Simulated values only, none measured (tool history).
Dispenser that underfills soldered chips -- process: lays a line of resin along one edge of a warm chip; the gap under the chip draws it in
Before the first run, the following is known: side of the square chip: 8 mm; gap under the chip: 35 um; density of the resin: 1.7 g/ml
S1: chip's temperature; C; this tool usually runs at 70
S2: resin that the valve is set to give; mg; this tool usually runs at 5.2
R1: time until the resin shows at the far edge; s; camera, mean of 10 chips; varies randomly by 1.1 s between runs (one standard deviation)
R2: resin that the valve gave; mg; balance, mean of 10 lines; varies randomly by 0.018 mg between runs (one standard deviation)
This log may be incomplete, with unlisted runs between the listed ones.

{"run": 1, "hour": 0.0, "S1": 70, "S2": 5.2, "R1": 103.5, "R2": 4.98}
{"hour": 7.1, "done": "new syringe of resin"}
{"run": 2, "hour": 8.2, "S1": 70, "S2": 5.2, "R1": 104.7, "R2": 5}
{"run": 3, "hour": 13.4, "S1": 70, "S2": 5.2, "R1": 124.4, "R2": 5}
{"hour": 14.7, "done": "new syringe of resin"}
{"run": 4, "hour": 18.7, "S1": 61, "S2": 5.2, "R1": 182, "R2": 4.99}
{"hour": 22.4, "done": "new syringe of resin"}
{"run": 5, "hour": 27.0, "S1": 61, "S2": 5.2, "R1": 182.4, "R2": 4.95}
{"hour": 30.1, "done": "new syringe of resin"}
{"run": 6, "hour": 31.5, "S1": 61, "S2": 5.2, "R1": 164.5, "R2": 4.95}
{"run": 7, "hour": 35.8, "S1": 61, "S2": 5.2, "R1": 189, "R2": 4.93}
{"hour": 37.6, "done": "new syringe of resin"}
{"run": 8, "hour": 42.8, "S1": 61, "S2": 5.2, "R1": 190.4, "R2": 4.9}
{"hour": 45.4, "done": "new syringe of resin"}
{"run": 9, "hour": 48.3, "S1": 61, "S2": 5.2, "R1": 178.6, "R2": 4.89}
{"hour": 52.9, "done": "new syringe of resin"}
{"run": 10, "hour": 53.1, "S1": 75, "S2": 5.2, "R1": 77.3, "R2": 4.88}
{"run": 11, "hour": 59.7, "S1": 75, "S2": 5.2, "R1": 95.7, "R2": 4.87}
{"hour": 60.4, "done": "new syringe of resin"}
{"run": 12, "hour": 66.1, "S1": 69, "S2": 5.2, "R1": 125.1, "R2": 4.85}
{"hour": 68.0, "done": "new syringe of resin"}
{"run": 13, "hour": 70.8, "S1": 69, "S2": 6.19, "R1": 112.4, "R2": 5.74}
{"hour": 75.5, "done": "new syringe of resin"}
{"run": 14, "hour": 79.4, "S1": 69, "S2": 6.19, "R1": 112.8, "R2": 5.75}
{"hour": 83.1, "done": "new syringe of resin"}
{"hour": 86.4, "done": "dispensing valve cleaned and set on the balance"}
{"run": 15, "hour": 89.5, "S1": 75, "S2": 6.19, "R1": 89.4, "R2": 6.19}
{"hour": 91.5, "done": "new syringe of resin"}
{"run": 16, "hour": 93.9, "S1": 75, "S2": 6.19, "R1": 80.5, "R2": 6.16}
{"hour": 99.5, "done": "new syringe of resin"}
{"run": 17, "hour": 102.7, "S1": 74, "S2": 5.23, "R1": 90.1, "R2": 5.17}
{"hour": 107.4, "done": "new syringe of resin"}
{"run": 18, "hour": 108.9, "S1": 61, "S2": 6.3, "R1": 155.7, "R2": 6.22}
{"run": 19, "hour": 113.7, "S1": 79, "S2": 5.15, "R1": 77.7, "R2": 5.07}
{"hour": 114.9, "done": "new syringe of resin"}
{"hour": 122.6, "done": "new syringe of resin"}
{"run": 20, "hour": 122.7, "S1": 68, "S2": 5.2, "R1": 111.7, "R2": 5.09}
{"run": 21, "hour": 126.8, "S1": 62, "S2": 6.8, "R1": 161.6, "R2": 6.66}
{"hour": 130.2, "done": "new syringe of resin"}
{"run": 22, "hour": 136.2, "S1": 58, "S2": 4.57, "R1": 227.9, "R2": 4.46}
{"hour": 137.7, "done": "new syringe of resin"}
{"run": 23, "hour": 142.9, "S1": 58, "S2": 4.55, "R1": 223.6, "R2": 4.44}

What would each run have given without the hidden state, its run-to-run variation left as it was?
Hidden state present: resin's viscosity, % of fresh resin's; dose that the valve gives, % of what is set; true chip temperature over the reading, C; drift of the gauge itself on fill_s, %; drift of the gauge itself on given_mg, %.
run=1 R1=104.4 R2=5.19
run=2 R1=102.9 R2=5.22
run=3 R1=103.8 R2=5.24
run=4 R1=163.7 R2=5.24
run=5 R1=164 R2=5.22
run=6 R1=164.4 R2=5.22
run=7 R1=164.9 R2=5.21
run=8 R1=165.4 R2=5.2
run=9 R1=166.5 R2=5.2
run=10 R1=80.5 R2=5.21
run=11 R1=80.9 R2=5.2
run=12 R1=108.8 R2=5.2
run=13 R1=107.4 R2=6.18
run=14 R1=105.1 R2=6.21
run=15 R1=79.2 R2=6.21
run=16 R1=78.8 R2=6.2
run=17 R1=84 R2=5.22
run=18 R1=158.4 R2=6.29
run=19 R1=67.4 R2=5.14
run=20 R1=116.3 R2=5.18
run=21 R1=148.5 R2=6.79
run=22 R1=199 R2=4.56
run=23 R1=199.7 R2=4.55
